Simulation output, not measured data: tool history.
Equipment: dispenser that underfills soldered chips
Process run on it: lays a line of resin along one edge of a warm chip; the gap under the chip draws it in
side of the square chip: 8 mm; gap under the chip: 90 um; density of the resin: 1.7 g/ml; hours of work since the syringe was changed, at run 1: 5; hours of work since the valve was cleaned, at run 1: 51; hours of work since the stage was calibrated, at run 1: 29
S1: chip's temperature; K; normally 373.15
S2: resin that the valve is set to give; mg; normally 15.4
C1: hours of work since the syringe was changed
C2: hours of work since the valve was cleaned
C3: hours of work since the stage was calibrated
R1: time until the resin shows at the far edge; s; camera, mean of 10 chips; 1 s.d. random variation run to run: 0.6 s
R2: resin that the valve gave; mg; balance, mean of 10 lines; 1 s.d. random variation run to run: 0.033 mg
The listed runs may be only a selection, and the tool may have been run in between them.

| run | hour | S1 | S2 | C1 | C2 | C3 | R1 | R2 |
|---|---|---|---|---|---|---|---|---|
| 1 | 0.0 | 373.15 | 15.4 | 5 | 51 | 29 | 71.2 | 15.11 |
| 2 | 2.3 | 373.15 | 14.7 | 7 | 53 | 31 | 79.2 | 14.37 |
| 3 | 5.8 | 373.15 | 14.7 | 9 | 55 | 34 | 95.0 | 14.34 |
|  | 8.4 | new syringe of resin |
| 4 | 10.5 | 373.15 | 17.6 | 2 | 59 | 37 | 57.6 | 17.19 |
| 5 | 13.7 | 373.15 | 18.4 | 4 | 61 | 39 | 66.6 | 17.91 |
| 6 | 16.6 | 373.15 | 15.4 | 6 | 63 | 42 | 75.9 | 14.92 |
| 7 | 20.4 | 373.15 | 15.4 | 9 | 66 | 45 | 93.1 | 15.00 |
|  | 23.3 | new syringe of resin |
| 8 | 24.8 | 373.15 | 15.4 | 1 | 69 | 48 | 55.1 | 14.95 |
| 9 | 29.2 | 387.15 | 15.4 | 4 | 73 | 51 | 47.3 | 14.95 |
| 10 | 33.1 | 387.15 | 15.4 | 7 | 76 | 54 | 55.6 | 14.88 |
| 11 | 36.7 | 387.15 | 15.4 | 10 | 78 | 57 | 67.3 | 14.94 |
|  | 38.2 | new syringe of resin |
| 12 | 40.9 | 387.15 | 18.4 | 2 | 81 | 60 | 39.9 | 17.79 |
| 13 | 43.2 | 361.15 | 18.4 | 4 | 83 | 61 | 95.5 | 17.73 |
| 14 | 45.8 | 379.15 | 19.3 | 6 | 85 | 63 | 61.0 | 18.69 |
| 15 | 49.7 | 379.15 | 18.3 | 9 | 88 | 66 | 74.8 | 17.65 |
| 16 | 52.0 | 379.15 | 18.3 | 11 | 90 | 68 | 83.3 | 17.63 |
|  | 53.0 | new syringe of resin |
| 17 | 56.8 | 372.15 | 18.5 | 3 | 93 | 72 | 63.7 | 17.85 |
| 18 | 59.7 | 376.15 | 18.3 | 5 | 95 | 74 | 64.0 | 17.62 |
| 19 | 64.1 | 373.15 | 16.7 | 8 | 99 | 77 | 88.9 | 16.05 |
|  | 66.7 | dispensing valve cleaned and set on the balance |
|  | 68.6 | new syringe of resin |
| 20 | 69.1 | 367.15 | 17.5 | 0 | 2 | 80 | 62.0 | 17.50 |

A few steps of R1 between consecutive runs. Split each: what settings, incoming material and random variation would produce without the hidden state, and what is left over for the hidden state, along with gauge scatter present in only one of the two compared results (measured, and without hidden state):
Unlogged tool condition in this case: resin's viscosity, % of fresh resin's; dose that the valve gives, % of what is set; true chip temperature over the reading, C; drift of the gauge itself on fill_s, %; drift of the gauge itself on given_mg, %.
Run 3 -> 4: S2 14.7 -> 17.6, new syringe of resin. R1 -37.4 s: hidden state -36.3, all else -1.1.
Run 7 -> 8: new syringe of resin. R1 -38.0 s: hidden state -37.5, all else -0.5.
Run 12 -> 13: S1 387.15 -> 361.15. R1 +55.6 s: hidden state +15.4, all else +40.2.
